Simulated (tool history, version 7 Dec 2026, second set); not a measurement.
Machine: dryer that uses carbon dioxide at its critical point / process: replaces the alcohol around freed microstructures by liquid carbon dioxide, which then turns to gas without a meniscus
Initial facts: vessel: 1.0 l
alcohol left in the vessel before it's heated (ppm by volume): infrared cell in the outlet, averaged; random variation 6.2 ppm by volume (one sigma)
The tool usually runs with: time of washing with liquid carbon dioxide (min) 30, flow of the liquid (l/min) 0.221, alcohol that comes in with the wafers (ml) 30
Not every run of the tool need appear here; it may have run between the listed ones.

run   hour  time of washing with liquid carbon dioxide (min)  flow of the liquid (l/min)  alcohol that comes in with the wafers (ml)  alcohol left in the vessel before it's heated (ppm by volume)
  1    0.0                                                30                       0.221                                          30                                                            349
  2   16.8                                                30                       0.221                                          30                                                            375
  3   29.9                                                30                       0.221                                          30                                                            359
  4   42.4                                                30                       0.221                                          30                                                            373
  5   61.5                                                30                       0.221                                          30                                                            377
  6   75.7                                                30                       0.221                                          30                                                            385
  7   85.6                                                30                       0.221                                          30                                                            384
      99.7  -- inlet filter changed
  8   99.7                                                30                       0.221                                          30                                                            292
  9  113.5                                                45                       0.221                                          30                                                             60
 10  130.0                                                45                       0.221                                          30                                                             77
 11  150.5                                                45                       0.291                                         114                                                             66
 12  161.7                                                22                       0.221                                          69                                                           2106
 13  181.6                                                19                       0.221                                         119                                                           5769
 14  202.5                                                39                       0.363                                          21                                                             61
 15  224.2                                                32                       0.221                                          30                                                            241
 16  243.2                                                41                       0.155                                          30                                                            406
 17  259.0                                                24                       0.160                                          96                                                           6360
 18  281.4                                                24                       0.160                                          96                                                           6621
 19  295.1                                                24                       0.160                                          96                                                           6717
 20  313.6                                                40                       0.286                                          61                                                             84

3 options for the next run, each taken on its own from the tool as it stands now. Forecast them:
  A  330.9                                                21                       0.243                                          30                                                              ?
  B  330.9                                                18                       0.275                                          37                                                              ?
  C  330.9                                                23                       0.286                                          23                                                              ?

run  alcohol left in the vessel before it's heated (ppm by volume)
  A                                                            885
  B                                                           1143
  C                                                            278
Without the tool's hidden state the same runs would have given:
run  alcohol left in the vessel before it's heated (ppm by volume)
  A                                                            717
  B                                                            945
  C                                                            182
